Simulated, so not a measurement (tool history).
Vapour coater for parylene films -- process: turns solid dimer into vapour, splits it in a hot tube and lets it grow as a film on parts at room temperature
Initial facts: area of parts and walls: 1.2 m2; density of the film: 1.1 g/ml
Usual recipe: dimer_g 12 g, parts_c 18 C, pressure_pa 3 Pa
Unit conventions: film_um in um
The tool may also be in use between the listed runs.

run 1 hour=0 | dimer_g=12 parts_c=18 pressure_pa=3 | film_um=4.49
run 2 hour=22.9 | dimer_g=12 parts_c=18 pressure_pa=4.15 | film_um=4.41
run 3 hour=46.1 | dimer_g=12 parts_c=18 pressure_pa=4.15 | film_um=4.38
run 4 hour=77.1 | dimer_g=12 parts_c=18 pressure_pa=4.15 | film_um=4.37
-- hour=83.6 trap's valve overhauled
run 5 hour=112.3 | dimer_g=12 parts_c=18 pressure_pa=8.67 | film_um=3.92
run 6 hour=136.2 | dimer_g=12 parts_c=18 pressure_pa=3 | film_um=4.19
-- hour=157 trap's valve overhauled, once more
run 7 hour=171 | dimer_g=20 parts_c=13 pressure_pa=5.5 | film_um=9.04
run 8 hour=208.7 | dimer_g=20 parts_c=13 pressure_pa=5.5 | film_um=8.91
run 9 hour=245 | dimer_g=20 parts_c=13 pressure_pa=5.5 | film_um=8.83
run 10 hour=285.8 | dimer_g=20 parts_c=12 pressure_pa=2.24 | film_um=9.59
run 11 hour=334.6 | dimer_g=12 parts_c=18 pressure_pa=3.53 | film_um=4.48

Results for each run, recomputed without the tool's hidden state and with each run's random variation untouched:
Hidden state present: vapour lost through the trap's worn valve, %; true temperature of the parts over the reading, C; drift of the gauge itself on film_um, %.
run=1 film_um=4.85
run=2 film_um=4.8
run=3 film_um=4.8
run=4 film_um=4.84
run=5 film_um=4.63
run=6 film_um=4.99
run=7 film_um=9.2
run=8 film_um=9.18
run=9 film_um=9.19
run=10 film_um=10.11
run=11 film_um=4.8
